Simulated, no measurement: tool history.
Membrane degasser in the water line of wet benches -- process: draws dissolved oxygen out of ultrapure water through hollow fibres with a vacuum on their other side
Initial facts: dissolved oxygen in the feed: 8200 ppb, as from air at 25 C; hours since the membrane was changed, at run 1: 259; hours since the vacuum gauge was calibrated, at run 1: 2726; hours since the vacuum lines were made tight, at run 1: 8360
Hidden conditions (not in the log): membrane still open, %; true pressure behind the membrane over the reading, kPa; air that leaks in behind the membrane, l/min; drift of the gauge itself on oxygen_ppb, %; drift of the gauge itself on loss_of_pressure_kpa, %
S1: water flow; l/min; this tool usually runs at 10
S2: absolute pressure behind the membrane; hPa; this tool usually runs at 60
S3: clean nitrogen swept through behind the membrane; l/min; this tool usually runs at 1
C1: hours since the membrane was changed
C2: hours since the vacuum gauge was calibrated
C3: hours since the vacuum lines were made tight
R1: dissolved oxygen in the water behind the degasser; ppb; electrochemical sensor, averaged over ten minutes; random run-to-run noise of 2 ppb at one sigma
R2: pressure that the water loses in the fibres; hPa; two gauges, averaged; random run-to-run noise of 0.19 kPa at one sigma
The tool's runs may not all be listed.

run    hour  S1     S2    S3    C1    C2    C3     R1     R2
  1       0  10     60     1   259  2726  8360  206.2  370.6
  2      49  10     60     1   308  2775  8409  206.6  373.2
  3   120.5  10   99.8     1   380  2846  8481  300.7  370.8
  4   188.1  10   99.8     1   448  2914  8549  297.4  370.4
  5   251.6  10     60  0.49   511  2977  8612  268.8  373.2
  6   319.9  10     60  0.49   579  3046  8680  269.1  372.3
  7   401.4  10     60  0.49   661  3127  8762  269.4  371.9
  8   488.2  10     60  0.49   748  3214  8849  273.3  372.6
  9   567.1  10     60     1   827  3293  8928    209  374.2
 10   639.7  10     60     1   899  3365  9000  205.9  371.6
 11   729.3  10     60     1   989  3455  9090  205.4  371.7
 12   810.9  10     60     1  1070  3537  9171  210.4  371.9
 13     853  10     60     1  1112  3579  9213    216  374.5
      859.3  -- vacuum gauge calibrated
 14   942.4  10     60     1  1201    83  9302    213  371.4
 15  1024.8  10     60     1  1284   166  9385  216.7  375.5
 16  1095.9  10     60     1  1355   237  9456  213.2  371.5
 17  1158.3  11     60  2.38  1417   299  9518  211.4  407.4
 18  1208.5  10     60   2.3  1467   349  9568  171.4    370
     1259.2  -- vacuum gauge calibrated, once more
 19  1290.1   9  129.2     1  1549    31  9650  324.3  339.8
 20  1344.9  11     60  2.82  1603    86  9704    205  410.8
 21    1382  11     60  2.82  1640   123  9741  202.4  413.8
 22  1421.2  15   93.9   2.7  1680   162  9781  419.3  559.7
 23  1469.8  14  119.4  2.79  1728   211  9829  403.5  523.8
 24  1522.5   6   45.6     1  1781   263  9882     55  220.1
 25  1600.3   7   55.3  1.15  1859   341  9960   90.9    262
       1687  -- seals of the vacuum lines changed
 26    1687  12     60     1  1943   426     0  288.7  447.4

For each run, the measured value with the value that run would have given without the tool's hidden condition subtracted. The run-to-run variation is shared by both, the gauge scatter possibly not:
run     R1    R2
  1   +8.2  +0.5
  2   +8.4  +0.6
  3  +14.6  +0.6
  4  +14.8  +0.7
  5  +13.5  +0.8
  6  +13.9  +0.9
  7  +14.3  +1.1
  8  +15.1  +1.2
  9  +10.8  +1.4
 10    +11  +1.5
 11  +11.3  +1.6
 12  +11.9  +1.7
 13  +12.3  +1.8
 14    +15  +1.9
 15  +15.6  +2.1
 16  +15.7  +2.2
 17  +10.5  +2.5
 18   +9.8  +2.4
 19  +20.4  +2.3
 20     +7  +2.9
 21   +7.1  +2.9
 22  +12.7  +4.1
 23  +14.2  +3.9
 24   +4.4  +1.8
 25   +6.6  +2.1
 26   +7.2  +3.8

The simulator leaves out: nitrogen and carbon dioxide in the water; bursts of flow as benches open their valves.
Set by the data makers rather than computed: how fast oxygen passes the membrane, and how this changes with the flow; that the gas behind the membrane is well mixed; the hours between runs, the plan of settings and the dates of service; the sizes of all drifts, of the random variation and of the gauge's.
